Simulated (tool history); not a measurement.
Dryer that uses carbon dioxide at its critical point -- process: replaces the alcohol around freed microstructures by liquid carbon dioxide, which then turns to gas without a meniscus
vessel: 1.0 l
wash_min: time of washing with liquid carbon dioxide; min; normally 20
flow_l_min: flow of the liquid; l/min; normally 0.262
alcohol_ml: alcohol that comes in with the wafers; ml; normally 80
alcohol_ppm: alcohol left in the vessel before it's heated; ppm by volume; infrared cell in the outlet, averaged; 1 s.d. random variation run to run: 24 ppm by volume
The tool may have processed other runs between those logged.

| run | hour | wash_min | flow_l_min | alcohol_ml | alcohol_ppm |
|---|---|---|---|---|---|
| 1 | 0 | 20 | 0.262 | 80 | 2089 |
| 2 | 17.6 | 20 | 0.262 | 80 | 2031 |
| 3 | 34 | 20 | 0.392 | 80 | 404 |
| 4 | 54.8 | 20 | 0.392 | 80 | 399 |
| 5 | 74.7 | 20 | 0.392 | 80 | 409 |
| 6 | 87.2 | 20 | 0.392 | 80 | 404 |
| 7 | 102 | 20 | 0.166 | 80 | 7892 |
| 8 | 120.6 | 20 | 0.336 | 80 | 824 |
| 9 | 138 | 20 | 0.306 | 80 | 1270 |
|  | 151.2 | inlet filter changed |
| 10 | 152.9 | 20 | 0.306 | 80 | 860 |
| 11 | 165.6 | 20 | 0.306 | 80 | 881 |
| 12 | 182.6 | 20 | 0.306 | 80 | 919 |
| 13 | 203.9 | 20 | 0.262 | 80 | 1675 |
| 14 | 214 | 20 | 0.262 | 80 | 1640 |
| 15 | 230.9 | 20 | 0.262 | 98 | 2100 |
| 16 | 248.8 | 20 | 0.262 | 98 | 2061 |
| 17 | 260.6 | 20 | 0.396 | 80 | 322 |
| 18 | 280 | 20 | 0.396 | 80 | 337 |
| 19 | 295.6 | 15 | 0.377 | 80 | 1345 |
| 20 | 308.7 | 32 | 0.382 | 23 | 121 |
| 21 | 318.4 | 32 | 0.382 | 23 | 118 |
| 22 | 331.7 | 19 | 0.353 | 67 | 610 |
| 23 | 347.1 | 19 | 0.353 | 67 | 621 |
| 24 | 361.1 | 19 | 0.353 | 67 | 632 |
| 25 | 382.2 | 20 | 0.296 | 80 | 1189 |
| 26 | 394.9 | 27 | 0.346 | 31 | 172 |
| 27 | 409.9 | 31 | 0.212 | 85 | 790 |
| 28 | 421.9 | 20 | 0.262 | 65 | 1534 |
| 29 | 438.9 | 12 | 0.219 | 65 | 9593 |
| 30 | 458.5 | 20 | 0.221 | 80 | 3366 |
| 31 | 470.3 | 20 | 0.221 | 80 | 3341 |
| 32 | 480.8 | 23 | 0.287 | 80 | 820 |
| 33 | 493.6 | 12 | 0.262 | 116 | 12098 |
| 34 | 502.7 | 12 | 0.262 | 116 | 11900 |
| 35 | 522.2 | 12 | 0.262 | 116 | 12168 |

Below, some changes in alcohol_ppm between adjacent runs. For each, the amount present without the hidden state too (settings, incoming material, random variation) and the amount remaining for the hidden state with gauge scatter not shared by both compared results:
The tool's hidden condition here consists of: flow that reaches the vessel past the clogged filter, %; alcohol in the recycled carbon dioxide, ppm; drift of the gauge itself on alcohol_ppm, %.
Run 6 -> 7: flow_l_min 0.392 -> 0.166. alcohol_ppm +7488 ppm by volume: hidden state +1236, all else +6252.
Run 7 -> 8: flow_l_min 0.166 -> 0.336. alcohol_ppm -7068 ppm by volume: hidden state -1106, all else -5962.
Run 28 -> 29: wash_min 20 -> 12, flow_l_min 0.262 -> 0.219. alcohol_ppm +8059 ppm by volume: hidden state +418, all else +7641.
Run 32 -> 33: wash_min 23 -> 12, flow_l_min 0.287 -> 0.262, alcohol_ml 80 -> 116. alcohol_ppm +11278 ppm by volume: hidden state +893, all else +10385.
